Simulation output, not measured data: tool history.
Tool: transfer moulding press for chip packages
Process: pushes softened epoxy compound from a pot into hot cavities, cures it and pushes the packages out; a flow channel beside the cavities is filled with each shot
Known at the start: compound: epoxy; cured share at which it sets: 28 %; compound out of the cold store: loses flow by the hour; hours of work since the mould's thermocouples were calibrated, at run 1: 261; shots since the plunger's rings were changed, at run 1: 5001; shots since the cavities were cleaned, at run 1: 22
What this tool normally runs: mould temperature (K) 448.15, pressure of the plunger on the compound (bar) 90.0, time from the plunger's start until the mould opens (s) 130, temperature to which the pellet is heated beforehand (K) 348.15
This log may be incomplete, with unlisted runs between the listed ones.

| run | hour | mould temperature (K) | pressure of the plunger on the compound (bar) | time from the plunger's start until the mould opens (s) | temperature to which the pellet is heated beforehand (K) | hours of work since the mould's thermocouples were calibrated | shots since the plunger's rings were changed | shots since the cavities were cleaned | incoming compound's hours out of the cold store | length that the compound runs in the flow channel (mm) | greatest force on the pins that push the packages out (N) |
|---|---|---|---|---|---|---|---|---|---|---|---|
| 1 | 0.0 | 448.15 | 90.0 | 130 | 348.15 | 261 | 5001 | 22 | 40.5 | 658 | 324 |
| 2 | 43.5 | 448.15 | 90.0 | 130 | 348.15 | 280 | 5289 | 310 | 34.2 | 669 | 344 |
|  | 80.9 | cavities cleaned with cleaning compound and waxed |
| 3 | 83.5 | 448.15 | 90.0 | 130 | 348.15 | 297 | 5543 | 17 | 32.0 | 670 | 331 |
| 4 | 117.4 | 448.15 | 87.4 | 130 | 348.15 | 312 | 5769 | 243 | 37.6 | 649 | 324 |
| 5 | 149.4 | 448.15 | 87.4 | 111 | 348.15 | 326 | 5981 | 455 | 27.2 | 668 | 434 |
|  | 162.0 | cavities cleaned with cleaning compound and waxed |
|  | 185.2 | plunger's sealing rings changed |
| 6 | 194.0 | 448.15 | 87.4 | 111 | 348.15 | 344 | 59 | 196 | 24.1 | 669 | 414 |
| 7 | 235.9 | 448.15 | 87.4 | 111 | 348.15 | 362 | 336 | 473 | 10.8 | 692 | 455 |
|  | 246.2 | cavities cleaned with cleaning compound and waxed |
| 8 | 262.0 | 448.15 | 87.4 | 111 | 348.15 | 373 | 499 | 105 | 24.2 | 678 | 434 |
| 9 | 298.9 | 446.15 | 87.4 | 111 | 348.15 | 389 | 744 | 350 | 15.6 | 686 | 514 |
|  | 330.9 | cavities cleaned with cleaning compound and waxed |
| 10 | 346.6 | 446.15 | 87.4 | 111 | 348.15 | 409 | 1049 | 104 | 14.1 | 697 | 510 |
| 11 | 382.4 | 448.15 | 90.0 | 130 | 348.15 | 425 | 1287 | 342 | 32.5 | 677 | 332 |
|  | 413.8 | cavities cleaned with cleaning compound and waxed |
| 12 | 432.0 | 448.15 | 90.0 | 130 | 348.15 | 446 | 1606 | 121 | 47.8 | 638 | 323 |
| 13 | 485.7 | 448.15 | 90.0 | 130 | 348.15 | 470 | 1961 | 476 | 8.4 | 704 | 335 |
|  | 495.6 | cavities cleaned with cleaning compound and waxed |
| 14 | 543.8 | 448.15 | 90.0 | 130 | 348.15 | 494 | 2336 | 319 | 23.0 | 689 | 346 |
|  | 578.2 | cavities cleaned with cleaning compound and waxed |
| 15 | 592.8 | 448.15 | 90.0 | 130 | 348.15 | 515 | 2651 | 97 | 15.7 | 689 | 342 |
| 16 | 624.8 | 446.15 | 101.3 | 130 | 348.15 | 529 | 2863 | 309 | 24.6 | 721 | 360 |
|  | 661.5 | cavities cleaned with cleaning compound and waxed |
| 17 | 674.1 | 446.15 | 76.8 | 125 | 350.15 | 550 | 3180 | 84 | 39.5 | 613 | 375 |
| 18 | 712.3 | 450.15 | 76.8 | 152 | 350.15 | 567 | 3433 | 337 | 19.9 | 638 | 309 |
|  | 744.6 | cavities cleaned with cleaning compound and waxed |
| 19 | 761.3 | 447.15 | 71.3 | 161 | 350.15 | 588 | 3747 | 110 | 38.4 | 590 | 304 |
| 20 | 800.1 | 441.15 | 104.4 | 154 | 339.15 | 605 | 4004 | 367 | 38.5 | 729 | 366 |
|  | 825.8 | cavities cleaned with cleaning compound and waxed |
| 21 | 851.8 | 451.15 | 104.4 | 129 | 349.15 | 627 | 4337 | 172 | 8.2 | 756 | 315 |
| 22 | 896.6 | 451.15 | 74.0 | 129 | 349.15 | 646 | 4634 | 469 | 20.1 | 624 | 328 |
|  | 906.2 | mould's thermocouples calibrated |
|  | 911.7 | cavities cleaned with cleaning compound and waxed |
| 23 | 938.0 | 451.15 | 74.0 | 129 | 349.15 | 13 | 4885 | 175 | 43.4 | 589 | 327 |
|  | 992.9 | cavities cleaned with cleaning compound and waxed |
| 24 | 995.2 | 451.15 | 108.0 | 132 | 347.15 | 38 | 5254 | 15 | 15.2 | 754 | 305 |
| 25 | 1048.5 | 451.15 | 108.0 | 126 | 347.15 | 61 | 5607 | 368 | 13.8 | 757 | 337 |
|  | 1074.5 | cavities cleaned with cleaning compound and waxed |
| 26 | 1078.4 | 451.15 | 108.0 | 126 | 347.15 | 73 | 5795 | 26 | 46.5 | 707 | 320 |
| 27 | 1125.3 | 451.15 | 85.3 | 126 | 346.15 | 94 | 6106 | 337 | 10.1 | 680 | 327 |

What if the next run were any one of these 4? Each begins from the tool's condition after run 27:
|  | 1141.7 | plunger's sealing rings changed |
|  | 1161.1 | cavities cleaned with cleaning compound and waxed |
| A | 1178.3 | 451.15 | 109.1 | 126 | 345.15 | 115 | 233 | 114 | 23.8 | ? | ? |
|  | 1141.7 | plunger's sealing rings changed |
|  | 1161.1 | cavities cleaned with cleaning compound and waxed |
| B | 1178.3 | 442.15 | 77.9 | 148 | 348.15 | 115 | 233 | 114 | 20.9 | ? | ? |
|  | 1141.7 | plunger's sealing rings changed |
|  | 1161.1 | cavities cleaned with cleaning compound and waxed |
| C | 1178.3 | 455.15 | 90.0 | 130 | 348.15 | 115 | 233 | 114 | 9.5 | ? | ? |
|  | 1141.7 | plunger's sealing rings changed |
|  | 1161.1 | cavities cleaned with cleaning compound and waxed |
| D | 1178.3 | 448.15 | 109.4 | 130 | 342.15 | 115 | 233 | 114 | 35.2 | ? | ? |

| run | length that the compound runs in the flow channel (mm) | greatest force on the pins that push the packages out (N) |
|---|---|---|
| A | 749 | 319 |
| B | 667 | 358 |
| C | 687 | 303 |
| D | 745 | 343 |
With the hidden condition removed and each run's random variation left untouched, the same runs would have given:
| run | length that the compound runs in the flow channel (mm) | greatest force on the pins that push the packages out (N) |
|---|---|---|
| A | 749 | 318 |
| B | 667 | 356 |
| C | 687 | 301 |
| D | 745 | 341 |
